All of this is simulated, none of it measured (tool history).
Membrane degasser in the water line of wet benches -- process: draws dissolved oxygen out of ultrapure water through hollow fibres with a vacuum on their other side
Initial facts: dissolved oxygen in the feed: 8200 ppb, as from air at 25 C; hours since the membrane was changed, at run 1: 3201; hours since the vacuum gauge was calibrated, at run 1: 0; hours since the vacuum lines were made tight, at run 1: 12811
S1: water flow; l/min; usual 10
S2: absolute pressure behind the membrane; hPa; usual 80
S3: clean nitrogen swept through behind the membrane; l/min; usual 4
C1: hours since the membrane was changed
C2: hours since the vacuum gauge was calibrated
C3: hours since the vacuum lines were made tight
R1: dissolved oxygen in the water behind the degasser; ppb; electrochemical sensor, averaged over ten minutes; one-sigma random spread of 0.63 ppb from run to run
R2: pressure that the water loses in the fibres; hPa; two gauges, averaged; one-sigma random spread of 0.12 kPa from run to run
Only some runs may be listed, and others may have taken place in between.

Run 1, hour 0: usual settings; C1 3201; C2 0; C3 12811. Result: R1 64 ppb, R2 488.4 hPa.
Run 2, hour 116: usual settings; C1 3317; C2 116; C3 12927. Result: R1 65.1 ppb, R2 490.9 hPa.
Run 3, hour 275.2: usual settings but S2 76.1 hPa; C1 3476; C2 275; C3 13086. Result: R1 61.6 ppb, R2 491.5 hPa.
Run 4, hour 344.3: usual settings but S2 76.1 hPa; C1 3545; C2 344; C3 13155. Result: R1 61.8 ppb, R2 489.1 hPa.
Run 5, hour 426.3: usual settings but S1 12 l/min, S2 76.1 hPa; C1 3627; C2 426; C3 13237. Result: R1 97.5 ppb, R2 589.8 hPa.
At hour 501: seals of the vacuum lines changed.
Run 6, hour 551.4: usual settings but S1 7 l/min; C1 3750; C2 549; C3 50. Result: R1 27.2 ppb, R2 342 hPa.
Run 7, hour 681: usual settings but S1 9 l/min, S2 88.7 hPa, S3 6.11 l/min; C1 3880; C2 679; C3 180. Result: R1 41.3 ppb, R2 439.7 hPa.
Run 8, hour 830.1: usual settings but S1 9 l/min, S2 88.7 hPa, S3 6.11 l/min; C1 4029; C2 828; C3 329. Result: R1 41.6 ppb, R2 442.6 hPa.
Run 9, hour 944.7: usual settings but S1 9 l/min, S2 88.7 hPa, S3 6.11 l/min; C1 4143; C2 943; C3 444. Result: R1 40.8 ppb, R2 439.9 hPa.
Run 10, hour 1040.6: usual settings but S1 9 l/min, S2 88.7 hPa, S3 10.81 l/min; C1 4239; C2 1039; C3 540. Result: R1 31.9 ppb, R2 443.4 hPa.

Each row is a separate what-if for the run after 10, all from the same tool condition, not one after another. Results?
Run A, hour 1187.4: usual settings but S2 125.2 hPa; C1 4386; C2 1185; C3 686. Result: R1 ?, R2 ?.
Run B, hour 1187.4: usual settings but S1 12 l/min, S2 79.9 hPa, S3 3.52 l/min; C1 4386; C2 1185; C3 686. Result: R1 ?, R2 ?.
Run C, hour 1187.4: usual settings but S1 9 l/min, S2 76.9 hPa, S3 3.98 l/min; C1 4386; C2 1185; C3 686. Result: R1 ?, R2 ?.
Run D, hour 1187.4: usual settings but S1 12 l/min, S2 146.8 hPa, S3 5.62 l/min; C1 4386; C2 1185; C3 686. Result: R1 ?, R2 ?.
Run E, hour 1187.4: usual settings but S2 61.7 hPa; C1 4386; C2 1185; C3 686. Result: R1 ?, R2 ?.

run     R1     R2
  A     90  492.8
  B  102.7  590.5
  C   46.9  441.8
  D  122.9  589.8
  E   50.8    493
What these runs would have given with no unlogged condition in the tool:
run    R1     R2
  A  87.4  487.5
  B  98.7  584.2
  C    45  437.1
  D   119  583.5
  E  48.3  487.7

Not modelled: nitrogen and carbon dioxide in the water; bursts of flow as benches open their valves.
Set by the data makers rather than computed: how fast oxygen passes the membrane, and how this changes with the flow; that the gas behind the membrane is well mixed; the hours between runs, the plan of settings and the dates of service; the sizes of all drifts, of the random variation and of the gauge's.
